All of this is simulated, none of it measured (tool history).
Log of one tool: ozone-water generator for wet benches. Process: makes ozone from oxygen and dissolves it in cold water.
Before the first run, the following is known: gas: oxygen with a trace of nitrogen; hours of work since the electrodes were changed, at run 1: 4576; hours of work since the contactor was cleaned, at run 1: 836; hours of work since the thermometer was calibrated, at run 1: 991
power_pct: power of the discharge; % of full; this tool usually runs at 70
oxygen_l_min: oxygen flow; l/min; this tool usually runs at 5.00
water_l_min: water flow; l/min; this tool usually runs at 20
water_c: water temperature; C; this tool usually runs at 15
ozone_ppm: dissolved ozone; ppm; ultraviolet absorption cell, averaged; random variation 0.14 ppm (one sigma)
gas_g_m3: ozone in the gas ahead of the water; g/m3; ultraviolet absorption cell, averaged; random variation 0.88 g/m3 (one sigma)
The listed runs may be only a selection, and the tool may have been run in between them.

run	day	power_pct	oxygen_l_min	water_l_min	water_c	hours of work since the electrodes were changed	hours of work since the contactor was cleaned	hours of work since the thermometer was calibrated	ozone_ppm	gas_g_m3
1	0.000	70	5.00	20	15	4576	836	991	15.3	144.4
2	5.025	70	5.00	17	15	4694	954	1109	17.8	145.1
3	7.988	59	5.00	20	15	4764	1023	1179	13.4	127.6
4	11.908	59	5.00	20	15	4856	1116	1271	13.5	126.3
5	14.342	70	5.00	20	15	4913	1173	1328	15.2	144.6
6	17.117	70	4.54	20	15	4978	1238	1393	15.5	153.7
7	20.979	70	5.00	20	15	5069	1329	1484	15.5	145.3
8	25.638	70	5.00	20	15	5179	1439	1594	15.4	145.2
9	28.758	70	5.61	20	15	5252	1512	1667	15.3	135.3
10	31.525	70	5.61	20	15	5317	1577	1732	15.3	133.3
11	33.912	51	5.00	20	15	5373	1633	1788	12.1	112.3
12	37.762	70	5.00	20	15	5464	1724	1879	15.3	143.1
13	40.508	70	5.00	20	15	5528	1788	1943	15.4	144.1
14	43.608	70	5.00	20	15	5601	1861	2016	15.7	144.8
15	46.075	70	3.16	14	8	5659	1919	2074	23.1	193.3
16	49.438	70	8.25	25	15	5738	1998	2153	12.0	104.6
17	53.004	52	5.00	20	10	5822	2082	2237	13.0	115.7
18	57.617	52	5.00	20	17	5931	2190	2346	12.3	114.9
19	60.675	52	5.00	20	17	6002	2262	2417	12.0	116.1
20	64.238	52	3.46	15	23	6086	2346	2501	14.4	148.0
21	66.579	52	3.46	15	23	6141	2401	2556	14.7	147.2
22	69.250	81	6.71	14	18	6204	2464	2619	20.5	134.6
23	73.550	70	5.00	20	17	6305	2565	2720	15.0	142.4
24	76.025	70	5.00	20	17	6363	2623	2778	15.2	144.6
25	79.008	56	5.00	14	15	6434	2694	2849	17.7	121.1

Each row is a separate what-if for the run after 25, all from the same tool condition, not one after another. Results?
A	81.417	80	7.34	14	15	6490	2750	2905	?	?
B	81.417	47	5.00	25	15	6490	2750	2905	?	?
C	81.417	77	6.30	14	15	6490	2750	2905	?	?
D	81.417	57	5.00	14	15	6490	2750	2905	?	?
E	81.417	43	5.00	13	15	6490	2750	2905	?	?

run	ozone_ppm	gas_g_m3
A	21.0	124.5
B	9.0	106.9
C	21.2	134.2
D	17.5	124.1
E	15.2	101.3
The same runs, with their run-to-run variation unchanged, on a tool lacking any hidden condition would have given:
run	ozone_ppm	gas_g_m3
A	21.0	124.7
B	9.0	107.1
C	21.2	134.4
D	17.6	124.2
E	15.2	101.4
